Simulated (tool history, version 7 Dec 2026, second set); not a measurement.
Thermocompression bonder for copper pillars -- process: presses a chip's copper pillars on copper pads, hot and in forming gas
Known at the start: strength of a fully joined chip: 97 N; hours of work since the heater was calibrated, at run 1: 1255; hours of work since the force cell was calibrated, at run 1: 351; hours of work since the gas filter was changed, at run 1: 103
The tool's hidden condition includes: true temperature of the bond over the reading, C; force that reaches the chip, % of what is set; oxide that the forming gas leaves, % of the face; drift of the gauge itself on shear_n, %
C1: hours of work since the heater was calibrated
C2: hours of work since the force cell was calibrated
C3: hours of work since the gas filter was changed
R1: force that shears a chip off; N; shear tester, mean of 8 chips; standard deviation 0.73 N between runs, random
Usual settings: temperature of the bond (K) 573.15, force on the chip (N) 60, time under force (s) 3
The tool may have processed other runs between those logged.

Run 1, day 0.000: usual settings; C1 1255; C2 351; C3 103. Result: R1 56.6 N.
Run 2, day 0.417: usual settings; C1 1263; C2 359; C3 111. Result: R1 57.1 N.
At day 0.867: heater calibrated with a thermocouple chip.
Run 3, day 1.142: usual settings; C1 5; C2 371; C3 123. Result: R1 54.1 N.
Run 4, day 1.617: usual settings but time under force (s) 6; C1 14; C2 380; C3 132. Result: R1 65.3 N.
Run 5, day 2.162: usual settings but time under force (s) 6; C1 24; C2 390; C3 142. Result: R1 64.2 N.
At day 2.883: heater calibrated with a thermocouple chip, once more.
Run 6, day 2.921: usual settings; C1 1; C2 402; C3 154. Result: R1 57.7 N.
Run 7, day 3.271: usual settings but temperature of the bond (K) 576.15, force on the chip (N) 76, time under force (s) 2; C1 7; C2 409; C3 160. Result: R1 63.5 N.
Run 8, day 3.850: usual settings but temperature of the bond (K) 588.15, force on the chip (N) 59, time under force (s) 2; C1 18; C2 419; C3 171. Result: R1 59.3 N.
Run 9, day 4.488: usual settings but force on the chip (N) 69, time under force (s) 2; C1 30; C2 431; C3 183. Result: R1 57.5 N.
Run 10, day 5.171: usual settings but temperature of the bond (K) 577.15, force on the chip (N) 36, time under force (s) 2; C1 42; C2 443; C3 195. Result: R1 31.1 N.
Run 11, day 5.904: usual settings but temperature of the bond (K) 576.15, force on the chip (N) 53, time under force (s) 5; C1 56; C2 457; C3 209. Result: R1 61.2 N.

Here are 4 independent what-if runs from the current tool condition. What would each one return?
Run A, day 6.346: usual settings but time under force (s) 4; C1 64; C2 465; C3 217. Result: R1 ?.
Run B, day 6.346: usual settings but force on the chip (N) 42, time under force (s) 6; C1 64; C2 465; C3 217. Result: R1 ?.
Run C, day 6.346: usual settings but temperature of the bond (K) 569.15, force on the chip (N) 53, time under force (s) 2; C1 64; C2 465; C3 217. Result: R1 ?.
Run D, day 6.346: usual settings but temperature of the bond (K) 554.15, time under force (s) 2; C1 64; C2 465; C3 217. Result: R1 ?.

run    R1
  A  62.6
  B  49.7
  C  41.6
  D  37.5
Had the tool no hidden state, the same runs would have come out as:
run    R1
  A  68.0
  B  54.2
  C  45.3
  D  41.0

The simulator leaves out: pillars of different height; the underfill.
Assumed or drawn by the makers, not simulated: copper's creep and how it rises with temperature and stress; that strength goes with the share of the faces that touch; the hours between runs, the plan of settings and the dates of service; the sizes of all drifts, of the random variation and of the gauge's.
